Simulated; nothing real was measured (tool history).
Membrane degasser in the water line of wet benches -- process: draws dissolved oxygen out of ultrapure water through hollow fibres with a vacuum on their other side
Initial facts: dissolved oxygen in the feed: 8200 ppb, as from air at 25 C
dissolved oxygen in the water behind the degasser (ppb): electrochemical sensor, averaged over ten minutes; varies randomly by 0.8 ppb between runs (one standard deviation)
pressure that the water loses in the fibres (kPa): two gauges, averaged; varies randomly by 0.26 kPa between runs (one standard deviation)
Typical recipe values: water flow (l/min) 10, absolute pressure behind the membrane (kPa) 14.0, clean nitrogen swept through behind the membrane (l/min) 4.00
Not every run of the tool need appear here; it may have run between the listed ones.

run,hour,water flow (l/min),absolute pressure behind the membrane (kPa),clean nitrogen swept through behind the membrane (l/min),dissolved oxygen in the water behind the degasser (ppb),pressure that the water loses in the fibres (kPa)
1,0.0,10,14.0,4.00,78.4,70.00
2,133.1,10,18.4,4.00,106.7,70.24
3,341.7,10,18.4,4.00,105.7,70.34
4,539.2,10,18.4,4.00,105.3,69.93
5,757.2,10,18.4,4.00,106.3,70.68
6,891.5,10,14.0,4.00,78.6,70.56
7,1109.4,7,14.0,4.00,54.6,49.45
8,1228.8,7,14.0,4.00,55.0,49.67
9,1436.6,7,14.0,4.00,54.1,49.59
10,1667.9,10,14.0,4.00,78.8,70.80
11,1825.3,10,14.0,4.00,79.1,71.17
12,1973.1,10,14.0,4.00,78.3,70.82
13,2126.0,10,14.0,4.00,80.1,70.73
14,2306.7,10,14.0,4.00,78.4,70.76
15,2434.4,10,14.0,7.10,49.2,70.93
16,2656.3,10,14.0,7.10,48.3,71.43
# hour 2668.6: vacuum gauge calibrated
17,2856.6,13,14.0,4.00,105.9,92.68
18,2978.3,10,11.6,4.00,64.0,71.49
19,3199.6,13,30.1,4.00,234.0,92.67
# hour 3224.5: vacuum gauge calibrated, once more
20,3407.4,6,10.5,4.01,32.3,42.64
21,3618.6,13,15.6,11.72,51.2,93.62
22,3821.9,13,15.6,11.72,52.6,92.60
23,3924.8,10,14.0,1.76,161.0,71.32
24,4052.9,12,12.9,4.06,85.8,85.42
25,4241.5,10,14.0,6.12,55.7,71.78
26,4422.8,10,8.8,10.36,23.7,71.63
27,4622.4,13,19.9,1.97,288.1,92.55
28,4724.8,14,14.0,10.57,58.3,101.25
29,4871.9,14,14.0,10.57,57.7,100.86
30,5030.4,10,9.1,4.00,48.3,71.59
# hour 5151.9: seals of the vacuum lines changed
31,5202.2,7,13.5,7.31,28.1,50.01
32,5379.6,9,27.7,1.91,278.6,64.55
33,5502.4,14,10.9,2.69,118.0,101.16

What if the next run were any one of these 3? Each begins from the tool's condition after run 33:
A,5637.1,10,13.3,2.69,?,?
B,5637.1,11,25.8,2.58,?,?
C,5637.1,8,10.9,2.10,?,?

run,dissolved oxygen in the water behind the degasser (ppb),pressure that the water loses in the fibres (kPa)
A,102.2,72.07
B,243.8,79.41
C,77.1,57.55
The same runs, with their run-to-run variation unchanged, on a tool lacking any hidden condition would have given:
run,dissolved oxygen in the water behind the degasser (ppb),pressure that the water loses in the fibres (kPa)
A,99.0,69.41
B,239.5,76.47
C,74.8,55.42
